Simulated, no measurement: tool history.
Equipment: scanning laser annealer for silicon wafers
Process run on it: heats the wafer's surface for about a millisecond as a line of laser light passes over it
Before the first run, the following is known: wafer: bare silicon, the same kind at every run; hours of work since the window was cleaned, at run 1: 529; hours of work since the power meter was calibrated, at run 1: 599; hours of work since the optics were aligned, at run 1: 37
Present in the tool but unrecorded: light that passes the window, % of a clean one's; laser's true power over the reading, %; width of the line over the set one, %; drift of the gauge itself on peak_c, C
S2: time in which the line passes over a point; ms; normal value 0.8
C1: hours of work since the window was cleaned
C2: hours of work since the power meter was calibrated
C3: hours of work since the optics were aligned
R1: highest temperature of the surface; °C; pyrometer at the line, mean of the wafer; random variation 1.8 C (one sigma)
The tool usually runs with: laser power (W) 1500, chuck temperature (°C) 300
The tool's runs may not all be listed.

{"run": 1, "hour": 0.0, "laser power (W)": 1500, "S2": 0.8, "chuck temperature (°C)": 300, "C1": 529, "C2": 599, "C3": 37, "R1": 1047}
{"run": 2, "hour": 20.7, "laser power (W)": 1500, "S2": 0.8, "chuck temperature (°C)": 300, "C1": 541, "C2": 611, "C3": 49, "R1": 1046}
{"run": 3, "hour": 41.2, "laser power (W)": 1500, "S2": 0.8, "chuck temperature (°C)": 300, "C1": 554, "C2": 623, "C3": 62, "R1": 1041}
{"run": 4, "hour": 60.9, "laser power (W)": 1500, "S2": 0.8, "chuck temperature (°C)": 300, "C1": 566, "C2": 635, "C3": 74, "R1": 1041}
{"hour": 75.7, "done": "window over the wafer cleaned"}
{"run": 5, "hour": 91.7, "laser power (W)": 1418, "S2": 0.8, "chuck temperature (°C)": 300, "C1": 10, "C2": 653, "C3": 91, "R1": 1005}
{"run": 6, "hour": 120.1, "laser power (W)": 1500, "S2": 0.8, "chuck temperature (°C)": 300, "C1": 27, "C2": 670, "C3": 108, "R1": 1057}
{"hour": 125.2, "done": "laser's power meter calibrated"}
{"run": 7, "hour": 143.3, "laser power (W)": 1500, "S2": 0.8, "chuck temperature (°C)": 300, "C1": 39, "C2": 11, "C3": 120, "R1": 1055}
{"run": 8, "hour": 159.9, "laser power (W)": 1500, "S2": 0.8, "chuck temperature (°C)": 300, "C1": 49, "C2": 21, "C3": 130, "R1": 1059}
{"run": 9, "hour": 173.9, "laser power (W)": 1500, "S2": 0.8, "chuck temperature (°C)": 300, "C1": 58, "C2": 29, "C3": 139, "R1": 1058}
{"run": 10, "hour": 193.4, "laser power (W)": 1500, "S2": 0.8, "chuck temperature (°C)": 300, "C1": 69, "C2": 41, "C3": 151, "R1": 1055}
{"run": 11, "hour": 221.5, "laser power (W)": 1534, "S2": 0.755, "chuck temperature (°C)": 331, "C1": 86, "C2": 58, "C3": 168, "R1": 1084}
{"run": 12, "hour": 235.9, "laser power (W)": 1356, "S2": 0.989, "chuck temperature (°C)": 334, "C1": 95, "C2": 67, "C3": 176, "R1": 1069}
{"run": 13, "hour": 262.1, "laser power (W)": 1450, "S2": 0.76, "chuck temperature (°C)": 291, "C1": 111, "C2": 83, "C3": 192, "R1": 993}
{"run": 14, "hour": 282.1, "laser power (W)": 1313, "S2": 0.882, "chuck temperature (°C)": 316, "C1": 123, "C2": 95, "C3": 204, "R1": 978}
{"hour": 298.6, "done": "laser's power meter calibrated, once more"}
{"run": 15, "hour": 303.3, "laser power (W)": 1418, "S2": 0.795, "chuck temperature (°C)": 260, "C1": 134, "C2": 3, "C3": 215, "R1": 957}
{"run": 16, "hour": 327.1, "laser power (W)": 1425, "S2": 0.795, "chuck temperature (°C)": 260, "C1": 148, "C2": 17, "C3": 230, "R1": 961}
{"run": 17, "hour": 351.1, "laser power (W)": 1552, "S2": 0.795, "chuck temperature (°C)": 313, "C1": 163, "C2": 32, "C3": 244, "R1": 1097}
{"run": 18, "hour": 376.0, "laser power (W)": 1552, "S2": 0.795, "chuck temperature (°C)": 313, "C1": 178, "C2": 47, "C3": 259, "R1": 1096}

How the hidden state differs across the entries between the runs, from the last listed run before each to the first after it:
Run 4 -> run 5: window over the wafer cleaned (hour 75.7)
  light that passes the window, % of a clean one's: 97.91 -> 99.55; laser's true power over the reading, %: -0.02 -> -0.03; width of the line over the set one, %: 0.24 -> 0.3
  the result without the hidden state subtracted from the measured one, R1: -23 -> -6 °C
Run 6 -> run 7: laser's power meter calibrated (hour 125.2)
  light that passes the window, % of a clean one's: 99.49 -> 99.45; laser's true power over the reading, %: -0.03 -> -0.04; width of the line over the set one, %: 0.36 -> 0.39
  the result without the hidden state subtracted from the measured one, R1: -8 -> -9 °C
Run 14 -> run 15: laser's power meter calibrated, once more (hour 298.6)
  light that passes the window, % of a clean one's: 99.16 -> 99.12; laser's true power over the reading, %: -0.06 -> -0.02; width of the line over the set one, %: 0.67 -> 0.7
  the result without the hidden state subtracted from the measured one, R1: -11 -> -12 °C

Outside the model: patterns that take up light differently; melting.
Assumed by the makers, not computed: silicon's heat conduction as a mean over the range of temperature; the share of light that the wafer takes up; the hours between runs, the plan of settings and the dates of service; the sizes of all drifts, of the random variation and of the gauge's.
